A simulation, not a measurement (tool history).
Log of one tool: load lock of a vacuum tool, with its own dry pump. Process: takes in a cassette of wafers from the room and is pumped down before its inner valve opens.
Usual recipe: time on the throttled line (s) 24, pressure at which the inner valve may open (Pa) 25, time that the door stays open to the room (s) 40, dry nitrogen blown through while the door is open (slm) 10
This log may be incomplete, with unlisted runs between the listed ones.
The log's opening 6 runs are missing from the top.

| run | day | time on the throttled line (s) | pressure at which the inner valve may open (Pa) | time that the door stays open to the room (s) | dry nitrogen blown through while the door is open (slm) | incoming humidity of the room's air, % | time from the closed door until the inner valve may open (s) | rise of the pressure with all valves shut (Pa/min) |
|---|---|---|---|---|---|---|---|---|
| 7 | 17.517 | 24 | 25 | 40 | 10 | 47.3 | 45.4 | 0.083 |
| 8 | 20.562 | 24 | 25 | 40 | 34 | 47.9 | 44.5 | 0.064 |
| 9 | 24.6 | 24 | 25 | 40 | 34 | 44.8 | 44.9 | 0.056 |
| 10 | 26.717 | 24 | 25 | 40 | 34 | 42.1 | 45.1 | 0.054 |
| 11 | 30.962 | 24 | 25 | 40 | 34 | 45.1 | 45.3 | 0.053 |
| 12 | 33.338 | 24 | 25 | 40 | 34 | 44 | 45.3 | 0.058 |
| 13 | 35.371 | 24 | 25 | 40 | 4 | 47.4 | 44.7 | 0.103 |
| 14 | 39.408 | 24 | 25 | 40 | 10 | 43.1 | 44.4 | 0.082 |
| 15 | 42.967 | 24 | 25 | 40 | 20 | 41.9 | 44.6 | 0.071 |
| 16 | 46.946 | 24 | 23 | 40 | 20 | 46.5 | 44.8 | 0.074 |
| 17 | 48.708 | 24 | 23 | 40 | 20 | 47.1 | 45.2 | 0.079 |
| 18 | 51.254 | 24 | 25 | 40 | 26 | 44.2 | 44.6 | 0.071 |
| 19 | 53.633 | 24 | 25 | 40 | 26 | 45.3 | 44.8 | 0.066 |
| 20 | 57.862 | 24 | 25 | 40 | 26 | 45.3 | 45.2 | 0.064 |
| 21 | 60.696 | 24 | 24 | 94 | 13 | 44.5 | 45.4 | 0.124 |
| 22 | 63.304 | 19 | 25 | 40 | 38 | 45.3 | 41.7 | 0.066 |
| 23 | 67.383 | 19 | 25 | 40 | 38 | 46.9 | 41.3 | 0.062 |
| 24 | 69.854 | 17 | 21 | 84 | 13 | 43.2 | 40.5 | 0.12 |
| 25 | 71.654 | 24 | 25 | 70 | 10 | 42 | 45.1 | 0.113 |
| 26 | 74.65 | 21 | 25 | 40 | 10 | 46.4 | 43.1 | 0.1 |

What does the tool deliver on the next run?
| 27 | 78.796 | 22 | 28 | 40 | 10 | 42 | ? | ? |

Run 27 yielded time from the closed door until the inner valve may open (s) 43.1, rise of the pressure with all valves shut (Pa/min) 0.092.
Take away the tool's hidden state, keep the run-to-run variation as it was, and the same run would have given time from the closed door until the inner valve may open (s) 42.1, rise of the pressure with all valves shut (Pa/min) 0.073.
